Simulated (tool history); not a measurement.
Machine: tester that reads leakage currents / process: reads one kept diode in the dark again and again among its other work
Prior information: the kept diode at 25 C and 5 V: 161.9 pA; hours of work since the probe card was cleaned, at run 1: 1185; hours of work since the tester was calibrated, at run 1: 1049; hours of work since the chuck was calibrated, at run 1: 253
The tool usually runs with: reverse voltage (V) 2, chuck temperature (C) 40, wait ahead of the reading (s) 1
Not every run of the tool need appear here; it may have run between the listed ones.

run,hour,reverse voltage (V),chuck temperature (C),wait ahead of the reading (s),hours of work since the probe card was cleaned,hours of work since the tester was calibrated,hours of work since the chuck was calibrated,current that the tester gives (pA)
1,0,2,40,1,1185,1049,253,335.98
2,27.6,2,40,1,1205,1069,274,334.15
3,47.6,2,40,1,1220,1084,289,332.86
4,80.5,2,40,1,1245,1109,314,331.59
5,97.4,2,40,1,1258,1122,326,332.75
6,127.6,2,40,1,1281,1144,349,330.49
7,151.6,2,40,0.53,1299,1162,367,329.88
8,173.4,2,40,0.53,1315,1179,383,330.07
9,190.6,2,40,0.53,1328,1192,396,329.74
10,224.3,2,40,0.53,1353,1217,422,326.66
11,248.6,2,40,0.53,1371,1235,440,329.43
12,269.3,2,40,0.53,1387,1251,455,328.82
13,288,2,40,0.53,1401,1265,470,325.13
14,304.1,2,40,0.53,1413,1277,482,325.7
15,329.3,2,40,0.53,1432,1296,501,326.71
16,350.8,2,40,0.53,1448,1312,517,322.35
17,373,2,40,1,1465,1329,533,322.75
# hour 389.1: chuck's temperature calibrated
18,400,2,40,1,1484,1348,8,343.09
19,435.7,2,40,1,1510,1374,35,343.59
20,466.2,2,40,1,1533,1397,58,344.48
21,498.4,12.61,35,1.17,1558,1421,82,496.77
22,531.2,2,21,4.23,1582,1446,107,84.66
23,561.8,11.02,46,4.23,1605,1469,130,993.11
24,583.5,7.76,46,1.75,1622,1485,146,864.97
25,600.6,7.76,46,1.75,1634,1498,159,868.81
26,621,2.94,27,5.59,1650,1514,174,154.38
27,644.4,3.43,59,0.45,1667,1531,192,1442.65
28,666.2,1.69,35,1.96,1684,1548,208,222.31
29,687.1,10.41,33,1.57,1699,1563,224,392.85
30,719.4,2,36,1.26,1724,1588,248,252.81
31,740.6,12.07,36,1.26,1740,1603,264,511.46
32,775.9,3.39,32,1.02,1766,1630,291,232.82
33,811.1,3.69,57,1.02,1793,1656,317,1284.72
34,830,3.69,57,1.02,1807,1671,331,1292.04
35,845.9,1.15,40,3.59,1819,1683,343,266.35
36,872,2,26,4.31,1838,1702,363,119.78
37,892.9,2.91,46,0.46,1854,1718,379,574.01
38,914.5,2,40,0.4,1870,1734,395,328.76
39,932.5,2.39,46,2.28,1884,1748,408,531.9
40,961.9,2.7,54,1.71,1906,1770,430,932.88

Hidden state or all else? Some run-to-run changes of current that the tester gives (pA), split into what the settings, what came in and random variation would give without the hidden state, and what is left for the hidden state (with any gauge scatter that isn't in both results):
The tool's hidden condition here consists of: stray current of the dirty probe card, pA a volt; current scale over the true one, %; true chuck temperature over the reading, C; drift of the gauge itself on leakage_pa, %.
Run 17 -> 18: chuck's temperature calibrated. current that the tester gives (pA) +20.34: hidden state +21.33, all else -0.99.
Run 26 -> 27: reverse voltage (V) 2.94 -> 3.43, chuck temperature (C) 27 -> 59, wait ahead of the reading (s) 5.59 -> 0.45. current that the tester gives (pA) +1288.27: hidden state -7.79, all else +1296.06.
Run 27 -> 28: reverse voltage (V) 3.43 -> 1.69, chuck temperature (C) 59 -> 35, wait ahead of the reading (s) 0.45 -> 1.96. current that the tester gives (pA) -1220.34: hidden state +5.98, all else -1226.32.
Run 32 -> 33: reverse voltage (V) 3.39 -> 3.69, chuck temperature (C) 32 -> 57. current that the tester gives (pA) +1051.9: hidden state -21.03, all else +1072.93.
Run 34 -> 35: reverse voltage (V) 3.69 -> 1.15, chuck temperature (C) 57 -> 40, wait ahead of the reading (s) 1.02 -> 3.59. current that the tester gives (pA) -1025.69: hidden state +19.77, all else -1045.46.
